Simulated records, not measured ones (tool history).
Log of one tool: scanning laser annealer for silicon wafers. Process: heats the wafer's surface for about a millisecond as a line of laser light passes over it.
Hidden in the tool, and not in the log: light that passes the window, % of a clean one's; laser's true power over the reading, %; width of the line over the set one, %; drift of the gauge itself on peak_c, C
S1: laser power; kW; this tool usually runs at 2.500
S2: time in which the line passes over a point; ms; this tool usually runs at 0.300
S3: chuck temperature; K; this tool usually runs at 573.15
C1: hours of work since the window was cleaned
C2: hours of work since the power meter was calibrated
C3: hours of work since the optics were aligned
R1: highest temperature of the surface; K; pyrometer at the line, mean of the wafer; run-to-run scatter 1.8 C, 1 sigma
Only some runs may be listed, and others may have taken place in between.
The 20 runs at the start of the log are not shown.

run    hour     S1     S2      S3   C1    C2    C3       R1
 21  1260.2  2.688  0.268  573.15   58  2577   870  1342.15
 22  1342.2  2.606  0.268  565.15  120  2639   932  1306.15
 23  1400.0  2.500  0.355  567.15  164  2683   976  1382.15
 24  1482.5  2.500  0.300  602.15  226  2745  1038  1349.15
 25  1520.6  2.574  0.224  584.15  255  2774  1067  1251.15
 26  1564.0  2.574  0.236  584.15  288  2807  1100  1269.15
 27  1636.6  2.596  0.300  545.15  343  2862  1155  1315.15
 28  1690.1  2.739  0.230  573.15  383  2902  1195  1285.15
     1699.4  -- optics aligned, line set to its width
 29  1758.5  2.500  0.260  573.15  431  2950    45  1277.15
 30  1815.4  2.693  0.230  573.15  475  2994    88  1282.15
 31  1880.3  2.693  0.230  573.15  524  3043   137  1280.15
 32  1930.5  2.693  0.230  573.15  562  3081   175  1279.15
 33  1971.8  2.693  0.230  573.15  593  3112   206  1280.15
 34  2038.1  2.432  0.336  602.15  643  3162   257  1365.15
 35  2124.8  2.203  0.289  579.15  709  3228   322  1219.15
     2177.5  -- window over the wafer cleaned
 36  2212.7  2.203  0.289  579.15   27  3293   387  1236.15
 37  2260.5  2.360  0.300  573.15   63  3329   423  1289.15
 38  2344.2  2.360  0.300  573.15  126  3393   487  1286.15
 39  2385.5  2.683  0.318  585.15  158  3424   518  1420.15
 40  2452.4  2.635  0.333  579.15  208  3475   569  1412.15

Branching from run 40: 3 alternative next runs. What would each branch give?
  A  2494.0  2.393  0.294  552.15  240  3506  600   ?
  B  2494.0  2.443  0.379  584.15  240  3506  600   ?
  C  2494.0  2.638  0.300  567.15  240  3506  600   ?

run       R1
  A  1267.15
  B  1409.15
  C  1360.15
With the hidden condition removed and each run's random variation left untouched, the same runs would have given:
run       R1
  A  1276.15
  B  1419.15
  C  1370.15
